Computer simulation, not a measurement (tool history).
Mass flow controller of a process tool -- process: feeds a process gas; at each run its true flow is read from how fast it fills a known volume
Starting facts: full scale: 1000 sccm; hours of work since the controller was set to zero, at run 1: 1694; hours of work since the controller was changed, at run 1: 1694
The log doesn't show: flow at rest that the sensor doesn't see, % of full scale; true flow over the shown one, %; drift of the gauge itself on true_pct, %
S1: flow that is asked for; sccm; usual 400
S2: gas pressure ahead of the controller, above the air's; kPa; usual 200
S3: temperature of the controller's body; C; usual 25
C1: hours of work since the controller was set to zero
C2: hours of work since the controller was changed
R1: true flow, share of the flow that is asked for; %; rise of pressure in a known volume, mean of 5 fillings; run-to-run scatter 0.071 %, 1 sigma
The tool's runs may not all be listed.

run 1 hour=0.0 | S1=400 S2=200 S3=25 | C1=1694 C2=1694 | R1=99.28
run 2 hour=135.5 | S1=400 S2=200 S3=25 | C1=1750 C2=1750 | R1=99.26
run 3 hour=332.9 | S1=400 S2=200 S3=20 | C1=1831 C2=1831 | R1=99.74
run 4 hour=462.0 | S1=679 S2=200 S3=25 | C1=1884 C2=1884 | R1=99.78
run 5 hour=606.5 | S1=679 S2=200 S3=25 | C1=1944 C2=1944 | R1=99.90
run 6 hour=818.5 | S1=679 S2=200 S3=25 | C1=2031 C2=2031 | R1=99.89
run 7 hour=1028.9 | S1=679 S2=200 S3=25 | C1=2118 C2=2118 | R1=99.95
run 8 hour=1191.3 | S1=679 S2=200 S3=25 | C1=2185 C2=2185 | R1=99.79
run 9 hour=1433.2 | S1=679 S2=200 S3=25 | C1=2285 C2=2285 | R1=99.86
run 10 hour=1659.4 | S1=679 S2=200 S3=25 | C1=2378 C2=2378 | R1=99.94
run 11 hour=1766.1 | S1=679 S2=200 S3=25 | C1=2422 C2=2422 | R1=100.00
run 12 hour=1978.9 | S1=400 S2=233 S3=22 | C1=2510 C2=2510 | R1=99.23
run 13 hour=2095.6 | S1=400 S2=233 S3=22 | C1=2558 C2=2558 | R1=99.21
run 14 hour=2199.8 | S1=582 S2=192 S3=22 | C1=2601 C2=2601 | R1=100.05
run 15 hour=2445.1 | S1=582 S2=192 S3=22 | C1=2702 C2=2702 | R1=100.12
run 16 hour=2679.7 | S1=582 S2=226 S3=22 | C1=2799 C2=2799 | R1=99.85
run 17 hour=2811.5 | S1=144 S2=200 S3=32 | C1=2853 C2=2853 | R1=96.52
run 18 hour=2947.3 | S1=400 S2=236 S3=22 | C1=2909 C2=2909 | R1=99.27
run 19 hour=3154.2 | S1=400 S2=173 S3=25 | C1=2995 C2=2995 | R1=99.39
run 20 hour=3338.0 | S1=400 S2=173 S3=25 | C1=3070 C2=3070 | R1=99.43

For run 21, what comes out?
run 21 hour=3477.3 | S1=400 S2=173 S3=25 | C1=3128 C2=3128 | R1=?

Run 21 came out at R1 99.52 %.
Were there no unlogged condition in the tool, this run, its random variation unchanged, would have produced R1 99.69 %.
